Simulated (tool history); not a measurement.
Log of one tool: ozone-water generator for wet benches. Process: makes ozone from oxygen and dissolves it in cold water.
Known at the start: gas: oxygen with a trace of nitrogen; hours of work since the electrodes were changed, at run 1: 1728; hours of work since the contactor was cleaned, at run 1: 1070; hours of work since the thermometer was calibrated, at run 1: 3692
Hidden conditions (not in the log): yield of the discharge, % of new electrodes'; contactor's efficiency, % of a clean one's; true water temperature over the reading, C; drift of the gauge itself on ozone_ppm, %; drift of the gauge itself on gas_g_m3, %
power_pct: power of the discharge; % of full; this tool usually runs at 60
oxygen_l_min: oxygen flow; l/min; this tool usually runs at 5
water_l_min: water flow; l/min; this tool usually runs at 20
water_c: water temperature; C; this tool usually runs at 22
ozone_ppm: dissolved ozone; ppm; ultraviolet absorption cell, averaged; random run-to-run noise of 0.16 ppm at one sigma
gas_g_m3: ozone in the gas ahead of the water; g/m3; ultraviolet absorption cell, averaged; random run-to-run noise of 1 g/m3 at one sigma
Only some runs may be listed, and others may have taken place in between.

| run | hour | power_pct | oxygen_l_min | water_l_min | water_c | hours of work since the electrodes were changed | hours of work since the contactor was cleaned | hours of work since the thermometer was calibrated | ozone_ppm | gas_g_m3 |
|---|---|---|---|---|---|---|---|---|---|---|
| 1 | 0 | 60 | 5 | 20 | 22 | 1728 | 1070 | 3692 | 19 | 167.5 |
| 2 | 69.1 | 60 | 5 | 20 | 22 | 1790 | 1132 | 3754 | 18.9 | 167.4 |
| 3 | 109.4 | 60 | 5 | 20 | 14 | 1826 | 1168 | 3790 | 21.1 | 166.9 |
| 4 | 163.1 | 60 | 5 | 32 | 22 | 1875 | 1216 | 3838 | 12.4 | 167 |
| 5 | 234.6 | 60 | 5 | 32 | 19 | 1939 | 1280 | 3902 | 12.9 | 166.7 |
| 6 | 268.6 | 60 | 5 | 32 | 19 | 1969 | 1311 | 3933 | 12.8 | 166.7 |
| 7 | 303 | 60 | 5 | 32 | 19 | 2000 | 1342 | 3964 | 12.7 | 167.9 |
| 8 | 358.6 | 60 | 5 | 32 | 19 | 2050 | 1392 | 4014 | 12.6 | 164.7 |
| 9 | 420.5 | 60 | 3.7 | 32 | 19 | 2106 | 1447 | 4069 | 11.7 | 188.2 |
| 10 | 452.8 | 60 | 3.7 | 32 | 19 | 2135 | 1476 | 4098 | 11.6 | 185.6 |
| 11 | 500.5 | 60 | 3.7 | 32 | 19 | 2178 | 1519 | 4141 | 11.4 | 186.3 |
| 12 | 550.3 | 60 | 3.7 | 32 | 19 | 2223 | 1564 | 4186 | 11.5 | 186.9 |
| 13 | 614 | 85 | 3.7 | 32 | 19 | 2280 | 1621 | 4243 | 15.6 | 247.3 |
| 14 | 685.8 | 72 | 5.48 | 32 | 19 | 2344 | 1686 | 4308 | 14.9 | 183.6 |
|  | 714 | water thermometer calibrated |
| 15 | 753.9 | 97 | 4.04 | 28 | 16 | 2405 | 1746 | 36 | 20.4 | 260.9 |
| 16 | 808.3 | 97 | 4.04 | 28 | 16 | 2454 | 1795 | 85 | 20.4 | 262.6 |
| 17 | 845.4 | 80 | 3.5 | 20 | 16 | 2487 | 1829 | 118 | 23.2 | 237.6 |
| 18 | 904.9 | 60 | 3.04 | 21 | 22 | 2541 | 1882 | 171 | 15.8 | 198 |
| 19 | 961.1 | 60 | 3.35 | 23 | 22 | 2591 | 1933 | 222 | 15.1 | 190.3 |
| 20 | 991.1 | 60 | 3.35 | 23 | 22 | 2618 | 1960 | 249 | 15 | 189.1 |
| 21 | 1037.3 | 60 | 3.35 | 23 | 22 | 2660 | 2001 | 290 | 14.8 | 191.7 |
| 22 | 1099.6 | 76 | 2.79 | 17 | 18 | 2716 | 2057 | 346 | 23.2 | 244.8 |

Expected results for the next run?
| 23 | 1141.6 | 43 | 6.38 | 15 | 30 | 2753 | 2095 | 384 | ? | ? |

ozone_ppm: 14.4 ppm
gas_g_m3: 112.7 g/m3
Take away the tool's hidden state, keep the run-to-run variation as it was, and the same run would have given ozone_ppm 15.9 ppm, gas_g_m3 122 g/m3.
